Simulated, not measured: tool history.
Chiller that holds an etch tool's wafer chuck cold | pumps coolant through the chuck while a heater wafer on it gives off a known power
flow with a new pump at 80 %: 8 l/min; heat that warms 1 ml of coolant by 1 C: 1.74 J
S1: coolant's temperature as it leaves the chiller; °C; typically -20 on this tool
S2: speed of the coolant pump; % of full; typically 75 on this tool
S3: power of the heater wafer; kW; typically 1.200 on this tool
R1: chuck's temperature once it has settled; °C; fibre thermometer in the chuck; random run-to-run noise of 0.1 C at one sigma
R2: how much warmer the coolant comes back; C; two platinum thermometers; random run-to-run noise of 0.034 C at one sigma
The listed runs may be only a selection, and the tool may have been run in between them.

run,day,S1,S2,S3,R1,R2
1,0.000,-20,75,1.200,-9.7,5.57
2,2.862,-20,75,1.200,-9.5,5.52
3,7.458,-20,75,1.200,-9.4,5.49
4,11.967,-20,75,1.298,-8.6,6.04
5,16.983,-15,75,1.200,-4.4,5.49
6,21.167,-15,75,1.200,-4.4,5.49
7,24.146,-20,75,1.200,-9.6,5.57
8,28.258,-12,75,1.200,-1.0,5.53
9,32.462,-12,75,1.200,-1.4,5.58
10,34.683,-12,75,1.200,-1.3,5.54
11,38.096,-12,75,1.200,-1.2,5.55
12,41.767,-20,75,1.200,-9.2,5.58
13,45.029,-20,89,1.200,-10.5,4.63
14,49.938,-20,89,1.200,-10.6,4.64
15,54.325,-20,76,1.164,-9.5,5.33
# day 54.800: chiller's thermometer calibrated
16,57.717,-17,75,0.630,-11.2,2.94
17,59.925,-20,61,1.024,-8.7,5.91
18,63.683,-25,80,1.200,-14.8,5.23
19,68.942,-25,80,1.200,-14.7,5.21
20,72.833,-25,80,1.200,-14.8,5.19
21,75.558,-25,80,1.200,-14.6,5.24
22,80.321,-27,88,1.357,-16.4,5.35
# day 83.554: chiller's thermometer calibrated, once more
23,83.583,-28,88,1.553,-16.0,6.07
24,86.717,-20,99,1.498,-9.2,5.26
25,89.617,-25,88,0.601,-20.5,2.34
26,94.375,-25,88,0.601,-20.1,2.34
27,99.512,-25,88,0.601,-20.4,2.44
28,102.412,-25,69,0.687,-18.1,3.46

Measured result minus the same run's result without the hidden state. Both carry the same run-to-run variation, though not necessarily the same gauge scatter:
The tool's hidden condition here consists of: heat passed by the chuck's channels, % of clean ones'; flow at a given pump speed, % of a new pump's; coolant's true temperature over the reading, C; drift of the gauge itself on chuck_c, C; drift of the gauge itself on warmer_back_c, C.
run,R1,R2
1,+0.1,+0.01
2,+0.2,+0.01
3,+0.2,+0.02
4,+0.3,+0.02
5,+0.2,+0.02
6,+0.3,+0.02
7,+0.3,+0.03
8,+0.3,+0.03
9,+0.3,+0.04
10,+0.3,+0.03
11,+0.3,+0.04
12,+0.3,+0.05
13,+0.4,+0.04
14,+0.4,+0.04
15,+0.5,+0.05
16,+0.3,+0.03
17,+0.5,+0.06
18,+0.5,+0.06
19,+0.5,+0.06
20,+0.5,+0.07
21,+0.5,+0.07
22,+0.6,+0.07
23,+0.4,+0.08
24,+0.4,+0.08
25,+0.2,+0.04
26,+0.3,+0.03
27,+0.2,+0.04
28,+0.3,+0.06

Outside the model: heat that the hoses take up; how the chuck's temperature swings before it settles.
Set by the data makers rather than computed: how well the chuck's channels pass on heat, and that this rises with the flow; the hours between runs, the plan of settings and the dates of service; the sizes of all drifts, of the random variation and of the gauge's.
